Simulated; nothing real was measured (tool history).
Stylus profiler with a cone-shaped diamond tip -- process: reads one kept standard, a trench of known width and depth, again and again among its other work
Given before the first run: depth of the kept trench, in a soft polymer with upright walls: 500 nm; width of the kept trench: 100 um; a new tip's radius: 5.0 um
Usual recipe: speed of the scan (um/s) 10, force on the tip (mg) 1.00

| run | hour | speed of the scan (um/s) | force on the tip (mg) | depth of the trench (nm) | width of the trench's floor (um) |
|---|---|---|---|---|---|
| 1 | 0.0 | 10 | 1.00 | 501.56 | 94.97 |
| 2 | 10.5 | 10 | 0.41 | 500.89 | 94.91 |
| 3 | 22.1 | 10 | 0.41 | 500.68 | 94.92 |
| 4 | 36.2 | 9 | 0.41 | 500.61 | 94.88 |
| 5 | 52.3 | 9 | 2.23 | 503.23 | 94.95 |
|  | 54.0 | height scale calibrated on a step standard |
| 6 | 60.3 | 9 | 2.23 | 502.79 | 94.90 |
| 7 | 77.3 | 9 | 2.23 | 502.88 | 94.96 |
|  | 83.0 | height scale calibrated on a step standard, once more |
| 8 | 86.4 | 9 | 2.23 | 503.45 | 94.94 |
| 9 | 103.2 | 9 | 2.23 | 503.58 | 94.90 |
| 10 | 116.1 | 9 | 2.23 | 503.73 | 94.87 |
| 11 | 129.3 | 9 | 2.23 | 503.66 | 94.84 |
| 12 | 138.9 | 9 | 2.23 | 503.56 | 94.80 |
| 13 | 154.0 | 27 | 2.44 | 503.72 | 94.71 |
| 14 | 161.9 | 27 | 2.44 | 503.61 | 94.70 |
| 15 | 173.9 | 25 | 2.28 | 503.41 | 94.69 |

Below are 5 alternative next runs, each starting from the tool's condition after run 15. Predict each:
| A | 188.4 | 21 | 1.10 | ? | ? |
| B | 188.4 | 3 | 1.12 | ? | ? |
| C | 188.4 | 2 | 1.28 | ? | ? |
| D | 188.4 | 14 | 0.34 | ? | ? |
| E | 188.4 | 3 | 0.78 | ? | ? |

| run | depth of the trench (nm) | width of the trench's floor (um) |
|---|---|---|
| A | 502.04 | 94.63 |
| B | 502.25 | 94.79 |
| C | 502.38 | 94.86 |
| D | 501.03 | 94.60 |
| E | 501.66 | 94.82 |
With no hidden state in the tool, these same runs would have given:
| run | depth of the trench (nm) | width of the trench's floor (um) |
|---|---|---|
| A | 502.22 | 95.42 |
| B | 502.43 | 95.58 |
| C | 502.57 | 95.65 |
| D | 501.22 | 95.39 |
| E | 501.85 | 95.62 |
